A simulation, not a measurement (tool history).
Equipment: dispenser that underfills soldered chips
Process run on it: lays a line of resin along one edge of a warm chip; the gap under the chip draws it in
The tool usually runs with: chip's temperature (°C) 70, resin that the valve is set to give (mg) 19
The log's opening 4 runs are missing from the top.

run	day	chip's temperature (°C)	resin that the valve is set to give (mg)	time until the resin shows at the far edge (s)	resin that the valve gave (mg)
5	1.342	70	19	437.8	18.64
# day 1.425: new syringe of resin
6	1.575	70	19	282	18.59
# day 1.738: dispensing valve cleaned and set on the balance
7	1.871	70	19	389.7	19.06
# day 1.992: new syringe of resin
8	2.262	70	19	329.2	18.99
# day 2.533: new syringe of resin
9	2.733	70	19	298.7	18.83
10	3.046	70	19	459	18.85
# day 3.096: new syringe of resin
11	3.396	70	19	344.4	18.73
# day 3.633: new syringe of resin
12	3.833	70	19	304.9	18.7
13	4.146	70	19	456.4	18.62
# day 4.188: new syringe of resin
14	4.35	70	23.2	271.9	22.69
15	4.596	70	19	396.8	18.59
# day 4.717: new syringe of resin
16	4.829	70	19	262	18.59
# day 5.033: dispensing valve cleaned and set on the balance
17	5.067	85	19	195.4	18.9
# day 5.308: new syringe of resin
18	5.483	85	19	164.7	18.96
19	5.788	56	19	777.9	18.82
# day 5.838: new syringe of resin
20	6.133	73	18	307.4	17.81
# day 6.392: new syringe of resin
21	6.433	73	18	220.7	17.8
22	6.704	70	18	349	17.7

Run 23, settings as shown, results not yet in. Your forecast:
# day 6.925: new syringe of resin
23	7.038	70	18	?	?

time until the resin shows at the far edge (s): 273.7
resin that the valve gave (mg): 17.66
With no hidden state in the tool, this same run would have given time until the resin shows at the far edge (s) 238.1, resin that the valve gave (mg) 18.
